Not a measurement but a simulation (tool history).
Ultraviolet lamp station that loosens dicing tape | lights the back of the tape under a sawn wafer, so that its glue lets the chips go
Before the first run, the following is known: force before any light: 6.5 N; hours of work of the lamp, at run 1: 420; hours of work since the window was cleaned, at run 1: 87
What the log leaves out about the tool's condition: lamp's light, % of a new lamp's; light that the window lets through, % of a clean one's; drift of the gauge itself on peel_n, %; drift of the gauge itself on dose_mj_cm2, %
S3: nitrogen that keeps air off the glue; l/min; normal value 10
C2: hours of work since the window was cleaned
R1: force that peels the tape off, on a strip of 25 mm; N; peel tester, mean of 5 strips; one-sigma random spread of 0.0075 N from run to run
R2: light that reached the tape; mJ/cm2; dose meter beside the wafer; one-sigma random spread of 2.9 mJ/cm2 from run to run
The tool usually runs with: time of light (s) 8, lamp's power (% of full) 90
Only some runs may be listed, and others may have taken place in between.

run 1 hour=0.0 | time_of_light_(s)=8 lamp's_power_(%_of_full)=90 S3=10 | hours_of_work_of_the_lamp=420 C2=87 | R1=0.310 R2=368
run 2 hour=21.6 | time_of_light_(s)=8 lamp's_power_(%_of_full)=90 S3=10 | hours_of_work_of_the_lamp=430 C2=97 | R1=0.317 R2=368
run 3 hour=35.9 | time_of_light_(s)=8 lamp's_power_(%_of_full)=90 S3=10 | hours_of_work_of_the_lamp=436 C2=103 | R1=0.309 R2=370
run 4 hour=60.6 | time_of_light_(s)=8 lamp's_power_(%_of_full)=90 S3=10 | hours_of_work_of_the_lamp=447 C2=114 | R1=0.337 R2=361
run 5 hour=77.1 | time_of_light_(s)=8 lamp's_power_(%_of_full)=90 S3=10 | hours_of_work_of_the_lamp=455 C2=122 | R1=0.316 R2=366
run 6 hour=101.1 | time_of_light_(s)=8 lamp's_power_(%_of_full)=90 S3=10 | hours_of_work_of_the_lamp=466 C2=133 | R1=0.332 R2=368
run 7 hour=116.6 | time_of_light_(s)=8 lamp's_power_(%_of_full)=90 S3=10 | hours_of_work_of_the_lamp=473 C2=140 | R1=0.321 R2=359
run 8 hour=134.0 | time_of_light_(s)=8 lamp's_power_(%_of_full)=90 S3=10 | hours_of_work_of_the_lamp=481 C2=148 | R1=0.324 R2=367
run 9 hour=154.2 | time_of_light_(s)=8 lamp's_power_(%_of_full)=90 S3=10 | hours_of_work_of_the_lamp=490 C2=157 | R1=0.338 R2=366
run 10 hour=178.3 | time_of_light_(s)=8 lamp's_power_(%_of_full)=90 S3=10 | hours_of_work_of_the_lamp=501 C2=168 | R1=0.320 R2=361
run 11 hour=202.2 | time_of_light_(s)=8 lamp's_power_(%_of_full)=89 S3=10 | hours_of_work_of_the_lamp=512 C2=179 | R1=0.344 R2=358
run 12 hour=221.7 | time_of_light_(s)=8 lamp's_power_(%_of_full)=90 S3=10 | hours_of_work_of_the_lamp=520 C2=188 | R1=0.331 R2=364
run 13 hour=239.0 | time_of_light_(s)=8 lamp's_power_(%_of_full)=98 S3=10 | hours_of_work_of_the_lamp=528 C2=195 | R1=0.301 R2=386
run 14 hour=253.8 | time_of_light_(s)=8 lamp's_power_(%_of_full)=68 S3=10 | hours_of_work_of_the_lamp=535 C2=202 | R1=0.520 R2=269
run 15 hour=276.3 | time_of_light_(s)=8 lamp's_power_(%_of_full)=68 S3=10 | hours_of_work_of_the_lamp=545 C2=212 | R1=0.498 R2=272
run 16 hour=299.3 | time_of_light_(s)=8 lamp's_power_(%_of_full)=68 S3=10 | hours_of_work_of_the_lamp=556 C2=223 | R1=0.511 R2=266
run 17 hour=311.1 | time_of_light_(s)=8 lamp's_power_(%_of_full)=68 S3=10 | hours_of_work_of_the_lamp=561 C2=228 | R1=0.523 R2=270
run 18 hour=333.9 | time_of_light_(s)=9 lamp's_power_(%_of_full)=68 S3=10 | hours_of_work_of_the_lamp=571 C2=239 | R1=0.427 R2=304
run 19 hour=345.8 | time_of_light_(s)=9 lamp's_power_(%_of_full)=68 S3=10 | hours_of_work_of_the_lamp=577 C2=244 | R1=0.430 R2=300
run 20 hour=359.9 | time_of_light_(s)=8 lamp's_power_(%_of_full)=86 S3=10 | hours_of_work_of_the_lamp=583 C2=250 | R1=0.361 R2=338
run 21 hour=370.3 | time_of_light_(s)=8 lamp's_power_(%_of_full)=86 S3=10 | hours_of_work_of_the_lamp=588 C2=255 | R1=0.368 R2=343
run 22 hour=390.5 | time_of_light_(s)=6 lamp's_power_(%_of_full)=86 S3=20 | hours_of_work_of_the_lamp=597 C2=264 | R1=0.402 R2=254
-- hour=392.4 window cleaned of glue's vapour
run 23 hour=408.8 | time_of_light_(s)=4 lamp's_power_(%_of_full)=63 S3=3 | hours_of_work_of_the_lamp=605 C2=7 | R1=2.847 R2=123
run 24 hour=433.2 | time_of_light_(s)=11 lamp's_power_(%_of_full)=82 S3=3 | hours_of_work_of_the_lamp=616 C2=19 | R1=0.516 R2=435
run 25 hour=444.9 | time_of_light_(s)=6 lamp's_power_(%_of_full)=88 S3=10 | hours_of_work_of_the_lamp=622 C2=24 | R1=0.577 R2=250
-- hour=448.4 window cleaned of glue's vapour, once more
run 26 hour=462.1 | time_of_light_(s)=6 lamp's_power_(%_of_full)=88 S3=10 | hours_of_work_of_the_lamp=629 C2=6 | R1=0.548 R2=258
run 27 hour=474.4 | time_of_light_(s)=6 lamp's_power_(%_of_full)=62 S3=18 | hours_of_work_of_the_lamp=635 C2=12 | R1=0.760 R2=186
run 28 hour=495.8 | time_of_light_(s)=7 lamp's_power_(%_of_full)=62 S3=18 | hours_of_work_of_the_lamp=644 C2=21 | R1=0.576 R2=215
run 29 hour=521.1 | time_of_light_(s)=7 lamp's_power_(%_of_full)=62 S3=18 | hours_of_work_of_the_lamp=656 C2=33 | R1=0.591 R2=211
run 30 hour=540.3 | time_of_light_(s)=8 lamp's_power_(%_of_full)=71 S3=15 | hours_of_work_of_the_lamp=665 C2=42 | R1=0.385 R2=276
run 31 hour=561.4 | time_of_light_(s)=7 lamp's_power_(%_of_full)=78 S3=16 | hours_of_work_of_the_lamp=674 C2=51 | R1=0.394 R2=262
run 32 hour=584.5 | time_of_light_(s)=7 lamp's_power_(%_of_full)=78 S3=16 | hours_of_work_of_the_lamp=685 C2=62 | R1=0.419 R2=265
run 33 hour=604.0 | time_of_light_(s)=5 lamp's_power_(%_of_full)=78 S3=5 | hours_of_work_of_the_lamp=693 C2=71 | R1=1.469 R2=189
run 34 hour=621.8 | time_of_light_(s)=5 lamp's_power_(%_of_full)=78 S3=4 | hours_of_work_of_the_lamp=702 C2=79 | R1=1.638 R2=189
run 35 hour=642.5 | time_of_light_(s)=4 lamp's_power_(%_of_full)=79 S3=6 | hours_of_work_of_the_lamp=711 C2=88 | R1=1.787 R2=147
run 36 hour=668.0 | time_of_light_(s)=8 lamp's_power_(%_of_full)=95 S3=9 | hours_of_work_of_the_lamp=723 C2=100 | R1=0.349 R2=367
run 37 hour=690.5 | time_of_light_(s)=14 lamp's_power_(%_of_full)=90 S3=10 | hours_of_work_of_the_lamp=733 C2=110 | R1=0.237 R2=597
run 38 hour=709.0 | time_of_light_(s)=9 lamp's_power_(%_of_full)=62 S3=10 | hours_of_work_of_the_lamp=741 C2=118 | R1=0.529 R2=264
run 39 hour=727.7 | time_of_light_(s)=10 lamp's_power_(%_of_full)=70 S3=11 | hours_of_work_of_the_lamp=750 C2=127 | R1=0.353 R2=332
run 40 hour=747.4 | time_of_light_(s)=5 lamp's_power_(%_of_full)=94 S3=10 | hours_of_work_of_the_lamp=759 C2=136 | R1=0.735 R2=226
run 41 hour=762.2 | time_of_light_(s)=5 lamp's_power_(%_of_full)=87 S3=10 | hours_of_work_of_the_lamp=765 C2=142 | R1=0.842 R2=204
run 42 hour=773.0 | time_of_light_(s)=8 lamp's_power_(%_of_full)=93 S3=8 | hours_of_work_of_the_lamp=770 C2=147 | R1=0.393 R2=352

Here are 4 independent what-if runs from the current tool condition. What would each one return?
run A hour=797.7 | time_of_light_(s)=13 lamp's_power_(%_of_full)=74 S3=10 | hours_of_work_of_the_lamp=781 C2=158 | R1=? R2=?
run B hour=797.7 | time_of_light_(s)=14 lamp's_power_(%_of_full)=90 S3=4 | hours_of_work_of_the_lamp=781 C2=158 | R1=? R2=?
run C hour=797.7 | time_of_light_(s)=8 lamp's_power_(%_of_full)=90 S3=5 | hours_of_work_of_the_lamp=781 C2=158 | R1=? R2=?
run D hour=797.7 | time_of_light_(s)=5 lamp's_power_(%_of_full)=90 S3=5 | hours_of_work_of_the_lamp=781 C2=158 | R1=? R2=?

run=A R1=0.258 R2=451
run=B R1=0.274 R2=589
run=C R1=0.559 R2=338
run=D R1=1.188 R2=213
With no hidden state in the tool, these same runs would have given:
run=A R1=0.232 R2=556
run=B R1=0.238 R2=727
run=C R1=0.395 R2=417
run=D R1=0.851 R2=263
